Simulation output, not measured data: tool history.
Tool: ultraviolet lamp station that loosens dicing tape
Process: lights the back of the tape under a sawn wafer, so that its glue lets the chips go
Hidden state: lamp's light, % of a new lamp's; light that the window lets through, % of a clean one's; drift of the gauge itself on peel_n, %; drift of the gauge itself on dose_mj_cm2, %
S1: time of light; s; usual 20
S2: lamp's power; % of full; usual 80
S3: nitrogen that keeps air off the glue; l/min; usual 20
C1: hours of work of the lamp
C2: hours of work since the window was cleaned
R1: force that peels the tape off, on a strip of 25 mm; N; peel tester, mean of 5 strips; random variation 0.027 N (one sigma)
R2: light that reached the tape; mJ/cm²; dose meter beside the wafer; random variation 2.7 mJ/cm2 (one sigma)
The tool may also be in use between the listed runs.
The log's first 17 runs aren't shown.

{"run": 18, "day": 6.712, "S1": 20, "S2": 87, "S3": 20, "C1": 171, "C2": 307, "R1": 1.444, "R2": 347}
{"run": 19, "day": 6.979, "S1": 20, "S2": 87, "S3": 25, "C1": 176, "C2": 312, "R1": 1.305, "R2": 345}
{"run": 20, "day": 7.55, "S1": 20, "S2": 87, "S3": 25, "C1": 186, "C2": 322, "R1": 1.286, "R2": 349}
{"run": 21, "day": 8.067, "S1": 20, "S2": 69, "S3": 11, "C1": 196, "C2": 332, "R1": 2.988, "R2": 271}
{"run": 22, "day": 8.388, "S1": 12, "S2": 69, "S3": 31, "C1": 201, "C2": 337, "R1": 3.522, "R2": 162}
{"run": 23, "day": 8.854, "S1": 14, "S2": 80, "S3": 13, "C1": 210, "C2": 346, "R1": 3.543, "R2": 218}
{"run": 24, "day": 9.396, "S1": 14, "S2": 80, "S3": 13, "C1": 220, "C2": 356, "R1": 3.733, "R2": 217}
{"run": 25, "day": 9.967, "S1": 14, "S2": 80, "S3": 13, "C1": 230, "C2": 366, "R1": 3.666, "R2": 216}

Forecast run 26:
{"run": 26, "day": 10.308, "S1": 20, "S2": 80, "S3": 6, "C1": 236, "C2": 373, "R1": "?", "R2": "?"}

R1: 3.561 N
R2: 306 mJ/cm²
Without the tool's hidden state the same run would have given R1 2.903 N, R2 363 mJ/cm².
